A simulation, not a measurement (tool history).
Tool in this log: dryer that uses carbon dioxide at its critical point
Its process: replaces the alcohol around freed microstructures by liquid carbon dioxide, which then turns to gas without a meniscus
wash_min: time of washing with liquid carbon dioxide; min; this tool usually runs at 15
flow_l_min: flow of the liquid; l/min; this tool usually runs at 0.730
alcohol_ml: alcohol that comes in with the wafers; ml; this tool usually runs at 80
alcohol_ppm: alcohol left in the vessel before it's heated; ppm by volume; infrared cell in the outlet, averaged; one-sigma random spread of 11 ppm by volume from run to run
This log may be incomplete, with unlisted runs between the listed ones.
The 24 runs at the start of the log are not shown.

run   hour  wash_min  flow_l_min  alcohol_ml  hours of work since the filter was changed  hours of work since the purifier's bed was changed  alcohol_ppm
 25  447.7        12       0.730          96                                         213                                                 334         2844
 26  465.1        12       0.730          96                                         225                                                 346         2870
 27  485.6        12       0.730          96                                         240                                                 361         2871
 28  498.1        12       0.730          96                                         249                                                 369         2971
 29  516.9        12       0.730          96                                         262                                                 383         3050
     537.7  -- inlet filter changed
 30  540.9        19       1.176         119                                           2                                                 399           63
 31  553.2        16       1.170          35                                          11                                                 408           65
 32  573.5         9       0.912          27                                          26                                                 422          699
 33  584.7         9       0.912          27                                          33                                                 430          677
 34  609.9        13       0.730          24                                          51                                                 448          446
 35  626.6        21       0.730          89                                          63                                                 460          241
 36  641.6        15       1.050          34                                          74                                                 471          108
 37  655.8        22       0.730          80                                          84                                                 481          179
 38  668.1        21       0.654          80                                          93                                                 490          375
 39  682.8        21       0.654          80                                         103                                                 500          403
 40  696.3        21       0.654          80                                         113                                                 510          421
 41  714.8        21       0.654          80                                         126                                                 523          413
 42  729.0        11       1.175          45                                         136                                                 533          300
 43  746.5        11       1.175          45                                         149                                                 546          312
 44  758.4        10       0.561          80                                         157                                                 554         6182
 45  774.3        23       0.757          66                                         169                                                 565          158
 46  799.6        23       0.757          66                                         187                                                 583          168
 47  815.5        13       0.471          27                                         198                                                 595         1943
 48  826.9        13       0.471          27                                         206                                                 603         1983

Forecast each of these 3 alternatives for the next run:
  A  849.6         9       0.730          80                                         222                                                 619            ?
  B  849.6        18       1.057          42                                         222                                                 619            ?
  C  849.6        13       0.471          24                                         222                                                 619            ?

run  alcohol_ppm
  A         4922
  B          118
  C         1818
Take away the tool's hidden state, keep each run's random variation, and the runs would have read:
run  alcohol_ppm
  A         3537
  B           28
  C         1314
